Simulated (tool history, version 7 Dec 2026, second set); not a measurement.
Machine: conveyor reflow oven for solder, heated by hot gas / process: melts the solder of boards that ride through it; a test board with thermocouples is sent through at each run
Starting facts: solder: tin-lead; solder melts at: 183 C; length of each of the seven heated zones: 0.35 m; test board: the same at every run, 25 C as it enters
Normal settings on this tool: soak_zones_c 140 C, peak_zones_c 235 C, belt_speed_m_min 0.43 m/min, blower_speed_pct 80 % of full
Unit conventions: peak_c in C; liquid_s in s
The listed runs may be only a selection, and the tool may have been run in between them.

{"run": 1, "hour": 0.0, "soak_zones_c": 140, "peak_zones_c": 235, "belt_speed_m_min": 0.43, "blower_speed_pct": 80, "peak_c": 224.2, "liquid_s": 82}
{"run": 2, "hour": 8.9, "soak_zones_c": 140, "peak_zones_c": 235, "belt_speed_m_min": 0.391, "blower_speed_pct": 80, "peak_c": 226.1, "liquid_s": 93}
{"run": 3, "hour": 25.0, "soak_zones_c": 140, "peak_zones_c": 235, "belt_speed_m_min": 0.488, "blower_speed_pct": 80, "peak_c": 220.4, "liquid_s": 69.1}
{"run": 4, "hour": 32.4, "soak_zones_c": 140, "peak_zones_c": 235, "belt_speed_m_min": 0.43, "blower_speed_pct": 80, "peak_c": 223.4, "liquid_s": 81.8}
{"run": 5, "hour": 45.6, "soak_zones_c": 140, "peak_zones_c": 235, "belt_speed_m_min": 0.43, "blower_speed_pct": 80, "peak_c": 224.7, "liquid_s": 82.2}
{"run": 6, "hour": 56.5, "soak_zones_c": 140, "peak_zones_c": 235, "belt_speed_m_min": 0.43, "blower_speed_pct": 80, "peak_c": 224.3, "liquid_s": 82.1}
{"run": 7, "hour": 63.4, "soak_zones_c": 140, "peak_zones_c": 235, "belt_speed_m_min": 0.43, "blower_speed_pct": 80, "peak_c": 223.8, "liquid_s": 81.9}
{"run": 8, "hour": 74.8, "soak_zones_c": 147, "peak_zones_c": 235, "belt_speed_m_min": 0.43, "blower_speed_pct": 80, "peak_c": 224.9, "liquid_s": 85.9}
{"run": 9, "hour": 90.2, "soak_zones_c": 140, "peak_zones_c": 235, "belt_speed_m_min": 0.354, "blower_speed_pct": 80, "peak_c": 228.1, "liquid_s": 104.4}
{"run": 10, "hour": 107.0, "soak_zones_c": 140, "peak_zones_c": 235, "belt_speed_m_min": 0.354, "blower_speed_pct": 53, "peak_c": 225, "liquid_s": 100.2}
{"run": 11, "hour": 123.4, "soak_zones_c": 140, "peak_zones_c": 235, "belt_speed_m_min": 0.354, "blower_speed_pct": 53, "peak_c": 223.7, "liquid_s": 100.9}
{"run": 12, "hour": 137.8, "soak_zones_c": 140, "peak_zones_c": 235, "belt_speed_m_min": 0.354, "blower_speed_pct": 53, "peak_c": 224.8, "liquid_s": 100.2}
{"run": 13, "hour": 148.9, "soak_zones_c": 140, "peak_zones_c": 235, "belt_speed_m_min": 0.354, "blower_speed_pct": 53, "peak_c": 224.8, "liquid_s": 100.3}
{"run": 14, "hour": 156.0, "soak_zones_c": 140, "peak_zones_c": 235, "belt_speed_m_min": 0.354, "blower_speed_pct": 53, "peak_c": 224.9, "liquid_s": 100.7}
{"run": 15, "hour": 163.0, "soak_zones_c": 140, "peak_zones_c": 235, "belt_speed_m_min": 0.354, "blower_speed_pct": 53, "peak_c": 224.3, "liquid_s": 100.5}
{"run": 16, "hour": 173.6, "soak_zones_c": 140, "peak_zones_c": 235, "belt_speed_m_min": 0.354, "blower_speed_pct": 53, "peak_c": 224.7, "liquid_s": 100.5}
{"run": 17, "hour": 186.3, "soak_zones_c": 149, "peak_zones_c": 235, "belt_speed_m_min": 0.354, "blower_speed_pct": 53, "peak_c": 225.5, "liquid_s": 106.2}

Predict the results of run 18:
{"run": 18, "hour": 195.5, "soak_zones_c": 140, "peak_zones_c": 235, "belt_speed_m_min": 0.396, "blower_speed_pct": 53, "peak_c": "?", "liquid_s": "?"}

Logged for run 18: peak_c 221.2 C, liquid_s 86.3 s.
If the tool had no hidden condition, the same run with the same run-to-run variation would have returned peak_c 222.7 C, liquid_s 87.3 s.
